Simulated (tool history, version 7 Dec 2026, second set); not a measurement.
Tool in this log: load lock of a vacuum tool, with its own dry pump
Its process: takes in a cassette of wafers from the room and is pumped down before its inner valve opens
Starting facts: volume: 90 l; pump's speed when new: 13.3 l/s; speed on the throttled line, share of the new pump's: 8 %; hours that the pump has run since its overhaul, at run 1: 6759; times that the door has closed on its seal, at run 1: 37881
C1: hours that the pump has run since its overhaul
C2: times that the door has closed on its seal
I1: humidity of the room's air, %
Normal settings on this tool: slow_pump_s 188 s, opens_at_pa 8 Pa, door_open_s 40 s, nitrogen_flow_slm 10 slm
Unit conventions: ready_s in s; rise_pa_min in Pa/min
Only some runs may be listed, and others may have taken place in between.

Run 1, hour 0: usual settings; C1 6759; C2 37881; I1 44.8. Result: ready_s 243.3 s, rise_pa_min 0.319 Pa/min.
Run 2, hour 172.8: usual settings; C1 6932; C2 38530; I1 46.8. Result: ready_s 243.9 s, rise_pa_min 0.328 Pa/min.
Run 3, hour 312.3: usual settings but door_open_s 71 s; C1 7071; C2 39054; I1 44.2. Result: ready_s 246.2 s, rise_pa_min 0.341 Pa/min.
Run 4, hour 424: usual settings but door_open_s 71 s; C1 7183; C2 39473; I1 42.7. Result: ready_s 243.6 s, rise_pa_min 0.339 Pa/min.
Run 5, hour 523.7: usual settings but nitrogen_flow_slm 35 slm; C1 7283; C2 39848; I1 45.9. Result: ready_s 245.2 s, rise_pa_min 0.334 Pa/min.
Run 6, hour 620.2: usual settings but nitrogen_flow_slm 35 slm; C1 7379; C2 40210; I1 45.3. Result: ready_s 242.3 s, rise_pa_min 0.349 Pa/min.
Run 7, hour 767.2: usual settings but nitrogen_flow_slm 35 slm; C1 7526; C2 40763; I1 44.4. Result: ready_s 246 s, rise_pa_min 0.345 Pa/min.
Run 8, hour 906.7: usual settings but nitrogen_flow_slm 35 slm; C1 7666; C2 41287; I1 42.4. Result: ready_s 247.8 s, rise_pa_min 0.359 Pa/min.
Run 9, hour 1064.1: usual settings but nitrogen_flow_slm 35 slm; C1 7823; C2 41878; I1 45. Result: ready_s 245.4 s, rise_pa_min 0.363 Pa/min.
Run 10, hour 1153.5: usual settings; C1 7913; C2 42214; I1 41. Result: ready_s 246.1 s, rise_pa_min 0.372 Pa/min.
Run 11, hour 1233.8: usual settings; C1 7993; C2 42515; I1 45.7. Result: ready_s 247.8 s, rise_pa_min 0.382 Pa/min.
Run 12, hour 1349.4: usual settings; C1 8109; C2 42949; I1 43. Result: ready_s 247.7 s, rise_pa_min 0.383 Pa/min.
Run 13, hour 1468.7: usual settings but nitrogen_flow_slm 24 slm; C1 8228; C2 43398; I1 46.7. Result: ready_s 246.6 s, rise_pa_min 0.38 Pa/min.
Run 14, hour 1611.2: usual settings but nitrogen_flow_slm 24 slm; C1 8370; C2 43933; I1 43.5. Result: ready_s 246.6 s, rise_pa_min 0.382 Pa/min.
Run 15, hour 1774.2: usual settings but nitrogen_flow_slm 24 slm; C1 8533; C2 44545; I1 45.4. Result: ready_s 246.6 s, rise_pa_min 0.395 Pa/min.
Run 16, hour 1880.4: usual settings but nitrogen_flow_slm 14 slm; C1 8640; C2 44944; I1 44.6. Result: ready_s 245.8 s, rise_pa_min 0.405 Pa/min.
Run 17, hour 1962.2: usual settings but opens_at_pa 12 Pa; C1 8721; C2 45251; I1 46.5. Result: ready_s 243.9 s, rise_pa_min 0.417 Pa/min.
Run 18, hour 2108.1: usual settings but opens_at_pa 12 Pa; C1 8867; C2 45799; I1 47.8. Result: ready_s 243 s, rise_pa_min 0.416 Pa/min.
Run 19, hour 2205.9: usual settings but door_open_s 25 s; C1 8965; C2 46166; I1 44.4. Result: ready_s 249.8 s, rise_pa_min 0.411 Pa/min.
Run 20, hour 2285.5: usual settings but door_open_s 25 s; C1 9045; C2 46465; I1 43.8. Result: ready_s 247.6 s, rise_pa_min 0.425 Pa/min.
Run 21, hour 2396.9: usual settings but slow_pump_s 124 s, door_open_s 38 s; C1 9156; C2 46884; I1 46.8. Result: ready_s 189.5 s, rise_pa_min 0.435 Pa/min.
Run 22, hour 2548.1: usual settings but slow_pump_s 124 s, door_open_s 38 s; C1 9307; C2 47452; I1 47.7. Result: ready_s 187.4 s, rise_pa_min 0.441 Pa/min.
Run 23, hour 2651.8: usual settings but door_open_s 67 s; C1 9411; C2 47841; I1 45.9. Result: ready_s 249.4 s, rise_pa_min 0.453 Pa/min.
Run 24, hour 2813.3: usual settings but door_open_s 67 s; C1 9572; C2 48448; I1 40.9. Result: ready_s 247.3 s, rise_pa_min 0.463 Pa/min.
Run 25, hour 2921.7: usual settings but door_open_s 30 s, nitrogen_flow_slm 13 slm; C1 9681; C2 48855; I1 49.6. Result: ready_s 249.1 s, rise_pa_min 0.47 Pa/min.
Run 26, hour 3065.7: usual settings but door_open_s 30 s, nitrogen_flow_slm 13 slm; C1 9825; C2 49396; I1 46.2. Result: ready_s 248 s, rise_pa_min 0.473 Pa/min.
Run 27, hour 3139.9: usual settings but door_open_s 30 s, nitrogen_flow_slm 13 slm; C1 9899; C2 49675; I1 45.5. Result: ready_s 247.8 s, rise_pa_min 0.473 Pa/min.
Run 28, hour 3254.4: usual settings but slow_pump_s 132 s, opens_at_pa 6 Pa, door_open_s 30 s, nitrogen_flow_slm 13 slm; C1 10014; C2 50105; I1 42.9. Result: ready_s 199.9 s, rise_pa_min 0.472 Pa/min.
Run 29, hour 3393.8: usual settings but slow_pump_s 245 s, opens_at_pa 15 Pa, door_open_s 69 s; C1 10153; C2 50628; I1 48. Result: ready_s 295.1 s, rise_pa_min 0.498 Pa/min.
Run 30, hour 3550.2: usual settings but slow_pump_s 245 s, opens_at_pa 15 Pa, door_open_s 69 s; C1 10309; C2 51216; I1 45.5. Result: ready_s 295.2 s, rise_pa_min 0.505 Pa/min.
Run 31, hour 3645.3: usual settings but slow_pump_s 245 s, opens_at_pa 12 Pa, door_open_s 52 s; C1 10404; C2 51573; I1 46.2. Result: ready_s 295.2 s, rise_pa_min 0.505 Pa/min.
Run 32, hour 3764: usual settings but opens_at_pa 7 Pa; C1 10523; C2 52019; I1 46. Result: ready_s 249.6 s, rise_pa_min 0.517 Pa/min.
Run 33, hour 3930.8: usual settings but slow_pump_s 122 s, nitrogen_flow_slm 18 slm; C1 10690; C2 52645; I1 43.9. Result: ready_s 189.2 s, rise_pa_min 0.516 Pa/min.
Run 34, hour 4083: usual settings but slow_pump_s 325 s, nitrogen_flow_slm 18 slm; C1 10842; C2 53217; I1 45.6. Result: ready_s 369.1 s, rise_pa_min 0.515 Pa/min.
Run 35, hour 4224.9: usual settings but slow_pump_s 223 s, opens_at_pa 7 Pa, nitrogen_flow_slm 6 slm; C1 10984; C2 53750; I1 43.3. Result: ready_s 281 s, rise_pa_min 0.533 Pa/min.
Run 36, hour 4362.4: usual settings but nitrogen_flow_slm 32 slm; C1 11122; C2 54266; I1 46.6. Result: ready_s 252.1 s, rise_pa_min 0.539 Pa/min.
Run 37, hour 4530.8: usual settings but nitrogen_flow_slm 32 slm; C1 11290; C2 54899; I1 45.9. Result: ready_s 248.9 s, rise_pa_min 0.547 Pa/min.
At hour 4641.8: door's seal changed, seat wiped.
Run 38, hour 4642.5: usual settings but nitrogen_flow_slm 32 slm; C1 11400; C2 3; I1 41.5. Result: ready_s 250.8 s, rise_pa_min 0.01 Pa/min.

Describe how what the log doesn't record of the tool's condition differs between the last listed run preceding each entry between runs and the first listed run following it.
Logged between run 37 and run 38: door's seal changed, seat wiped (hour 4641.8)
  pump's speed, % of a new pump's: 78.9 -> 78.7; leak at the door's seal, Pa l/s: 0.8057 -> 0.0031
  what was measured, less what the result would be without the hidden state, ready_s: +13.2 -> +13.4 s; rise_pa_min: +0.541 -> +0.001 Pa/min

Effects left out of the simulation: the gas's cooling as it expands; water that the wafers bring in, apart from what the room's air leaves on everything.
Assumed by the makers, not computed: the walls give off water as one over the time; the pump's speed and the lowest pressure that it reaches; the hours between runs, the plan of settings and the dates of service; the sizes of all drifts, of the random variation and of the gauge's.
